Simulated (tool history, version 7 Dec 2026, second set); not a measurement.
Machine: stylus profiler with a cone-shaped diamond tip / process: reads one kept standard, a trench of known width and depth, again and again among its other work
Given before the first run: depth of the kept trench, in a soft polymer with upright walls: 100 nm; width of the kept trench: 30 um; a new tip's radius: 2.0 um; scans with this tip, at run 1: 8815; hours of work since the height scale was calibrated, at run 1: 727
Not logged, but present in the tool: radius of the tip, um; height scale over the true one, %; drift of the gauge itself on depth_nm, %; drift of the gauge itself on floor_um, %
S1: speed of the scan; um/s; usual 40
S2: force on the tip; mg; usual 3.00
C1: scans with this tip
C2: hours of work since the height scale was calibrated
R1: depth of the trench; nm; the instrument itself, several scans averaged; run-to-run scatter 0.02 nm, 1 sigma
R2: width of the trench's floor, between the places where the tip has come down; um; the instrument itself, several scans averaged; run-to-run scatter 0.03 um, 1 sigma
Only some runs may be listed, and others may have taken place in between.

{"run": 1, "hour": 0.0, "S1": 40, "S2": 3.0, "C1": 8815, "C2": 727, "R1": 101.6, "R2": 28.55}
{"run": 2, "hour": 53.4, "S1": 40, "S2": 3.0, "C1": 9290, "C2": 767, "R1": 101.58, "R2": 28.53}
{"run": 3, "hour": 88.6, "S1": 36, "S2": 3.0, "C1": 9603, "C2": 793, "R1": 101.63, "R2": 28.5}
{"run": 4, "hour": 116.2, "S1": 36, "S2": 3.0, "C1": 9849, "C2": 813, "R1": 101.61, "R2": 28.52}
{"run": 5, "hour": 149.7, "S1": 36, "S2": 3.0, "C1": 10147, "C2": 837, "R1": 101.62, "R2": 28.52}
{"run": 6, "hour": 184.8, "S1": 36, "S2": 3.0, "C1": 10459, "C2": 863, "R1": 101.63, "R2": 28.56}
{"run": 7, "hour": 213.7, "S1": 111, "S2": 3.0, "C1": 10717, "C2": 884, "R1": 101.6, "R2": 28.19}
{"run": 8, "hour": 255.8, "S1": 24, "S2": 3.0, "C1": 11092, "C2": 915, "R1": 101.58, "R2": 28.62}
{"run": 9, "hour": 304.1, "S1": 24, "S2": 3.0, "C1": 11521, "C2": 951, "R1": 101.59, "R2": 28.61}
{"run": 10, "hour": 358.0, "S1": 24, "S2": 3.0, "C1": 12001, "C2": 990, "R1": 101.61, "R2": 28.66}
{"run": 11, "hour": 385.2, "S1": 24, "S2": 3.0, "C1": 12243, "C2": 1010, "R1": 101.61, "R2": 28.58}
{"run": 12, "hour": 423.3, "S1": 24, "S2": 3.0, "C1": 12583, "C2": 1038, "R1": 101.62, "R2": 28.64}
{"run": 13, "hour": 450.7, "S1": 40, "S2": 8.28, "C1": 12827, "C2": 1059, "R1": 103.15, "R2": 28.6}
{"hour": 492.9, "done": "height scale calibrated on a step standard"}
{"run": 14, "hour": 493.5, "S1": 69, "S2": 7.66, "C1": 13203, "C2": 0, "R1": 103.0, "R2": 28.49}
{"run": 15, "hour": 531.4, "S1": 12, "S2": 4.45, "C1": 13541, "C2": 28, "R1": 102.12, "R2": 28.7}
{"run": 16, "hour": 567.8, "S1": 12, "S2": 4.45, "C1": 13865, "C2": 55, "R1": 102.09, "R2": 28.7}
{"run": 17, "hour": 613.0, "S1": 40, "S2": 4.03, "C1": 14267, "C2": 88, "R1": 101.94, "R2": 28.57}
{"run": 18, "hour": 647.8, "S1": 36, "S2": 2.6, "C1": 14577, "C2": 114, "R1": 101.45, "R2": 28.52}
{"run": 19, "hour": 685.5, "S1": 22, "S2": 6.65, "C1": 14913, "C2": 141, "R1": 102.71, "R2": 28.66}
{"run": 20, "hour": 712.2, "S1": 60, "S2": 6.65, "C1": 15150, "C2": 161, "R1": 102.74, "R2": 28.51}
{"run": 21, "hour": 744.3, "S1": 117, "S2": 2.14, "C1": 15436, "C2": 185, "R1": 101.27, "R2": 28.02}

Hidden state at the last listed run before each entry between runs and at the first one after, where it differs:
After run 13, before run 14: height scale calibrated on a step standard (hour 492.9)
  height scale over the true one, %: 0.008 -> 0.002
